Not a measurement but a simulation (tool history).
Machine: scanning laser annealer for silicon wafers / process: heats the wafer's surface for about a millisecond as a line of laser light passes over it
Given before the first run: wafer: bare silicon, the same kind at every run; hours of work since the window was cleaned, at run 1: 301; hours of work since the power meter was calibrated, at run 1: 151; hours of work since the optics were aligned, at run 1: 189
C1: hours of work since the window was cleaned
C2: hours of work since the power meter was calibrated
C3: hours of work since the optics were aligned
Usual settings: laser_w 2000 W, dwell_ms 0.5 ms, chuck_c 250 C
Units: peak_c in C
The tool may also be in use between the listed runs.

Run 1, hour 0: usual settings; C1 301; C2 151; C3 189. Result: peak_c 988 C.
Run 2, hour 7.7: usual settings; C1 307; C2 157; C3 194. Result: peak_c 987 C.
Run 3, hour 13.3: usual settings but laser_w 2102 W; C1 311; C2 161; C3 199. Result: peak_c 1031 C.
Run 4, hour 20.5: usual settings but laser_w 2102 W, dwell_ms 0.387 ms; C1 316; C2 167; C3 204. Result: peak_c 924 C.
Run 5, hour 29.2: usual settings but laser_w 1919 W, dwell_ms 0.387 ms; C1 323; C2 173; C3 211. Result: peak_c 854 C.
Run 6, hour 35.2: usual settings but laser_w 1919 W, dwell_ms 0.387 ms; C1 328; C2 178; C3 215. Result: peak_c 849 C.
Run 7, hour 43.1: usual settings but laser_w 1919 W, dwell_ms 0.387 ms; C1 334; C2 184; C3 221. Result: peak_c 853 C.
Run 8, hour 50.2: usual settings but laser_w 1919 W, dwell_ms 0.387 ms; C1 339; C2 189; C3 227. Result: peak_c 849 C.
Run 9, hour 58.9: usual settings but laser_w 2102 W; C1 346; C2 196; C3 233. Result: peak_c 1030 C.
Run 10, hour 66.6: usual settings; C1 352; C2 202; C3 239. Result: peak_c 983 C.
Run 11, hour 71: usual settings but dwell_ms 0.613 ms; C1 355; C2 205; C3 243. Result: peak_c 1074 C.
Run 12, hour 74.8: usual settings but dwell_ms 0.613 ms; C1 358; C2 208; C3 246. Result: peak_c 1070 C.
Run 13, hour 81.4: usual settings but chuck_c 238 C; C1 363; C2 213; C3 251. Result: peak_c 971 C.
At hour 86.2: window over the wafer cleaned.
Run 14, hour 91.8: usual settings but chuck_c 238 C; C1 4; C2 220; C3 257. Result: peak_c 1023 C.
Run 15, hour 98.7: usual settings; C1 10; C2 225; C3 262. Result: peak_c 1036 C.
Run 16, hour 106.6: usual settings; C1 16; C2 231; C3 268. Result: peak_c 1033 C.
Run 17, hour 114.1: usual settings but chuck_c 283 C; C1 21; C2 237; C3 274. Result: peak_c 1064 C.
Run 18, hour 118.2: usual settings but chuck_c 283 C; C1 24; C2 240; C3 277. Result: peak_c 1067 C.
Run 19, hour 126: usual settings but laser_w 2091 W; C1 30; C2 246; C3 283. Result: peak_c 1074 C.
Run 20, hour 134: usual settings but laser_w 1882 W, dwell_ms 0.406 ms, chuck_c 285 C; C1 36; C2 252; C3 289. Result: peak_c 926 C.
Run 21, hour 138.5: usual settings but dwell_ms 0.385 ms, chuck_c 285 C; C1 40; C2 255; C3 293. Result: peak_c 952 C.
Run 22, hour 146: usual settings but dwell_ms 0.385 ms, chuck_c 285 C; C1 46; C2 261; C3 298. Result: peak_c 950 C.
Run 23, hour 151.9: usual settings but laser_w 2129 W, dwell_ms 0.417 ms, chuck_c 242 C; C1 50; C2 265; C3 303. Result: peak_c 997 C.
Run 24, hour 160.5: usual settings but laser_w 1728 W, dwell_ms 0.417 ms, chuck_c 284 C; C1 57; C2 272; C3 309. Result: peak_c 868 C.
Run 25, hour 167: usual settings but laser_w 2085 W, dwell_ms 0.434 ms, chuck_c 218 C; C1 61; C2 277; C3 314. Result: peak_c 970 C.
Run 26, hour 172.7: usual settings but laser_w 2124 W, dwell_ms 0.423 ms, chuck_c 263 C; C1 66; C2 281; C3 319. Result: peak_c 1017 C.
Run 27, hour 181.5: usual settings but dwell_ms 0.586 ms; C1 73; C2 288; C3 325. Result: peak_c 1099 C.
Run 28, hour 189.4: usual settings but dwell_ms 0.586 ms; C1 79; C2 294; C3 331. Result: peak_c 1097 C.
Run 29, hour 193.2: usual settings but dwell_ms 0.586 ms; C1 81; C2 297; C3 334. Result: peak_c 1098 C.
Run 30, hour 201.3: usual settings but dwell_ms 0.586 ms, chuck_c 278 C; C1 88; C2 303; C3 340. Result: peak_c 1127 C.
Run 31, hour 208.8: usual settings but dwell_ms 0.586 ms, chuck_c 278 C; C1 93; C2 309; C3 346. Result: peak_c 1122 C.
Run 32, hour 216.9: usual settings but laser_w 1903 W; C1 100; C2 315; C3 352. Result: peak_c 973 C.
Run 33, hour 221.2: usual settings but laser_w 2038 W, chuck_c 274 C; C1 103; C2 318; C3 356. Result: peak_c 1060 C.
Run 34, hour 225.5: usual settings but laser_w 1959 W, dwell_ms 0.475 ms, chuck_c 259 C; C1 106; C2 321; C3 359. Result: peak_c 988 C.
Run 35, hour 234: usual settings but laser_w 1744 W, dwell_ms 0.384 ms, chuck_c 286 C; C1 113; C2 328; C3 365. Result: peak_c 841 C.
Run 36, hour 242: usual settings but laser_w 1943 W, dwell_ms 0.379 ms, chuck_c 289 C; C1 119; C2 334; C3 371. Result: peak_c 922 C.
Run 37, hour 251.2: usual settings but laser_w 1768 W, dwell_ms 0.469 ms, chuck_c 227 C; C1 126; C2 341; C3 378. Result: peak_c 858 C.
Run 38, hour 258.3: usual settings but laser_w 1768 W, dwell_ms 0.469 ms, chuck_c 227 C; C1 131; C2 346; C3 384. Result: peak_c 862 C.

Same runs, no hidden state in the tool, same run-to-run variation:
Unlogged tool condition in this case: light that passes the window, % of a clean one's; laser's true power over the reading, %; width of the line over the set one, %; drift of the gauge itself on peak_c, C.
run  peak_c
  1    1042
  2    1042
  3    1089
  4     975
  5     900
  6     896
  7     901
  8     898
  9    1094
 10    1044
 11    1143
 12    1139
 13    1034
 14    1032
 15    1046
 16    1043
 17    1075
 18    1079
 19    1087
 20     937
 21     964
 22     963
 23    1012
 24     880
 25     987
 26    1035
 27    1120
 28    1119
 29    1121
 30    1151
 31    1146
 32     995
 33    1085
 34    1011
 35     860
 36     944
 37     881
 38     885
